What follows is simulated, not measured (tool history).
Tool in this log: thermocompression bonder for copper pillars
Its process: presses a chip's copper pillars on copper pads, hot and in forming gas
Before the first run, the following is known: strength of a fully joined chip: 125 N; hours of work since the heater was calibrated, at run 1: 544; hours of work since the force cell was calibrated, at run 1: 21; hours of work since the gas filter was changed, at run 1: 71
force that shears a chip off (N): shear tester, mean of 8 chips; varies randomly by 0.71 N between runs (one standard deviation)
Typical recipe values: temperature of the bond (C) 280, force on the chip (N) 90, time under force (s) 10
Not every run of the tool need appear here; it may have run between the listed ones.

run    day  temperature of the bond (C)  force on the chip (N)  time under force (s)  hours of work since the heater was calibrated  hours of work since the force cell was calibrated  hours of work since the gas filter was changed  force that shears a chip off (N)
  1  0.000                          280                     90                    10                                            544                                                 21                                              71                              47.5
  2  0.283                          280                     90                     5                                            549                                                 26                                              76                              35.6
  3  0.533                          280                     90                    10                                            554                                                 31                                              81                              47.2
  4  0.804                          280                     90                    10                                            559                                                 35                                              86                              48.2
  5  1.208                          280                     90                    30                                            566                                                 43                                              93                              69.4
  6  1.512                          280                     66                    30                                            572                                                 48                                              99                              54.1
  7  1.712                          280                     66                    30                                            575                                                 52                                             102                              54.3
  8  2.000                          280                     69                    10                                            581                                                 57                                             108                              36.8
  9  2.204                          280                     69                    10                                            584                                                 61                                             111                              35.8
     2.308  -- heater calibrated with a thermocouple chip
 10  2.504                          251                     67                    10                                              4                                                 65                                             115                              22.6
 11  2.700                          266                    125                    10                                              7                                                 69                                             119                              51.8
 12  3.079                          291                    110                    22                                             14                                                 75                                             126                              79.4
 13  3.475                          290                     67                    22                                             21                                                 83                                             133                              52.7

Consider 4 possible next runs. They are alternatives, not a sequence: every one starts from the tool as it was left by run 13. What does each give?
  A  3.800                          273                    134                    25                                             27                                                 89                                             139                                 ?
  B  3.800                          282                     82                    11                                             27                                                 89                                             139                                 ?
  C  3.800                          266                     67                     8                                             27                                                 89                                             139                                 ?
  D  3.800                          286                     90                     5                                             27                                                 89                                             139                                 ?

run  force that shears a chip off (N)
  A                              79.7
  B                              45.3
  C                              24.3
  D                              37.4
With the hidden condition removed and each run's random variation left untouched, the same runs would have given:
run  force that shears a chip off (N)
  A                              86.0
  B                              49.9
  C                              27.2
  D                              41.3

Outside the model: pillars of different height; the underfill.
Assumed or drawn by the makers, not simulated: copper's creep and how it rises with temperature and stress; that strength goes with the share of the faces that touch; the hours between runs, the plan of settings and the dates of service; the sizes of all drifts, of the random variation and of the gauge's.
